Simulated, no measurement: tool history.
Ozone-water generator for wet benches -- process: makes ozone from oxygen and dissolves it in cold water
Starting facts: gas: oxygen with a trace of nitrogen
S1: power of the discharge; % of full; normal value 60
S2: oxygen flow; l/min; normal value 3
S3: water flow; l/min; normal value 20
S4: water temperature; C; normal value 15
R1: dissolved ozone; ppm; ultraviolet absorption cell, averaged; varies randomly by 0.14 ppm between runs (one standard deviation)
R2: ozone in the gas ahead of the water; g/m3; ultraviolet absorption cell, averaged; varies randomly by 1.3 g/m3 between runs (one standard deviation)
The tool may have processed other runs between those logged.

run 1 hour=0 | S1=60 S2=3 S3=20 S4=15 | R1=16.3 R2=230.5
-- hour=43.6 water thermometer calibrated
run 2 hour=109.3 | S1=66 S2=3 S3=20 S4=15 | R1=17.2 R2=247.1
run 3 hour=232.7 | S1=66 S2=3 S3=20 S4=15 | R1=17.2 R2=246.2
run 4 hour=375.9 | S1=66 S2=3 S3=20 S4=15 | R1=17.3 R2=246.5
run 5 hour=444.6 | S1=66 S2=3 S3=20 S4=15 | R1=17.4 R2=247
run 6 hour=507.7 | S1=60 S2=3 S3=20 S4=23 | R1=15.3 R2=231
run 7 hour=575 | S1=60 S2=3 S3=20 S4=23 | R1=14.9 R2=235.5
run 8 hour=681 | S1=60 S2=3 S3=20 S4=23 | R1=14.8 R2=233.4
run 9 hour=817.8 | S1=60 S2=3 S3=20 S4=23 | R1=14.9 R2=231.8
run 10 hour=957 | S1=60 S2=3 S3=20 S4=23 | R1=14.9 R2=232.1
run 11 hour=1074.3 | S1=60 S2=3 S3=20 S4=15 | R1=16.3 R2=234.1
run 12 hour=1136.9 | S1=60 S2=3 S3=20 S4=15 | R1=16.4 R2=232.6
run 13 hour=1232.9 | S1=60 S2=3 S3=20 S4=15 | R1=16.3 R2=232
run 14 hour=1293.5 | S1=60 S2=2.77 S3=20 S4=15 | R1=15.9 R2=243.1
-- hour=1420.6 contactor cleaned
run 15 hour=1432.4 | S1=60 S2=2.77 S3=20 S4=15 | R1=15.7 R2=245.8
run 16 hour=1527.1 | S1=60 S2=2.77 S3=20 S4=15 | R1=15.8 R2=243.5
run 17 hour=1667.8 | S1=60 S2=2.52 S3=24 S4=15 | R1=12.8 R2=258.8
run 18 hour=1730.7 | S1=60 S2=2.52 S3=24 S4=15 | R1=12.7 R2=256.2
run 19 hour=1873.3 | S1=58 S2=1.99 S3=28 S4=16 | R1=9.5 R2=280.9
run 20 hour=1972.6 | S1=58 S2=1.99 S3=26 S4=11 | R1=10.7 R2=281
run 21 hour=2046.9 | S1=58 S2=1.99 S3=26 S4=11 | R1=10.7 R2=282.6
run 22 hour=2174.5 | S1=60 S2=3 S3=28 S4=8 | R1=11.7 R2=233.2
run 23 hour=2273 | S1=60 S2=5.03 S3=17 S4=9 | R1=21.8 R2=181.1
run 24 hour=2354.7 | S1=60 S2=3 S3=24 S4=8 | R1=14 R2=233.9
run 25 hour=2482.2 | S1=60 S2=3 S3=21 S4=18 | R1=15.1 R2=236.2
run 26 hour=2595.6 | S1=61 S2=3 S3=17 S4=10 | R1=20.4 R2=236.6

Run 27 is up next; what results do you expect?
run 27 hour=2692.4 | S1=91 S2=4.28 S3=20 S4=10 | R1=? R2=?

R1: 24.1 ppm
R2: 262.1 g/m3
On a tool with no hidden condition, and with the same random variation, this run would have come out at R1 24.2 ppm, R2 258.1 g/m3.
